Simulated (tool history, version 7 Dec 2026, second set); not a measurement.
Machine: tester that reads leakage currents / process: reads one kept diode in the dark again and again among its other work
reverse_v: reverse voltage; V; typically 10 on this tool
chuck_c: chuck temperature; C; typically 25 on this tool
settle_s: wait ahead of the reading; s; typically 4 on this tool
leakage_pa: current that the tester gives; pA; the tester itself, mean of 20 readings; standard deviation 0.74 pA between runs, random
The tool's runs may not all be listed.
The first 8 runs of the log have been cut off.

run	hour	reverse_v	chuck_c	settle_s	leakage_pa
9	171.1	2.6	25	4	139.52
10	199.7	5.2	25	4	184.43
11	214.3	5.2	58	4	1606.21
12	232	10	25	4	239.24
13	263.7	10	25	4	239.45
14	278.5	2.9	25	4	145.64
15	300.6	10	25	5.8	238.68
16	327.5	10	25	5.8	240.02
17	356.1	10	25	4	238.04
18	385	10	25	4	239.4
19	414.3	10	25	4	238.83
20	439	10	25	4	238.15
21	454.5	10	21	0.42	189.15
22	486.2	5.8	38	2.48	467.75
23	500.9	5.8	38	2.48	463.47
24	531.4	5.8	38	2.48	462.47
25	562.7	10	26	1.82	255.81
26	586.7	10	26	1.82	255.1
27	611.4	5.2	31	2.51	276.43
# hour 617.1: probe card cleaned and baked
28	644	6.4	38	6.7	483.05
29	676.9	6.4	38	6.7	484.17
30	701.1	10.3	30	4	344.03
31	721	1.2	39	4	268.83
32	752.1	1.2	39	4	270.21
# hour 768.1: probe card cleaned and baked, once more
33	773.9	1.7	25	0.41	112.48

The next listed run, before its measurement:
34	799.2	1.7	25	0.41	?

leakage_pa: 112.89 pA
On a tool with no hidden condition, and with the same random variation, this run would have come out at leakage_pa 128.01 pA.

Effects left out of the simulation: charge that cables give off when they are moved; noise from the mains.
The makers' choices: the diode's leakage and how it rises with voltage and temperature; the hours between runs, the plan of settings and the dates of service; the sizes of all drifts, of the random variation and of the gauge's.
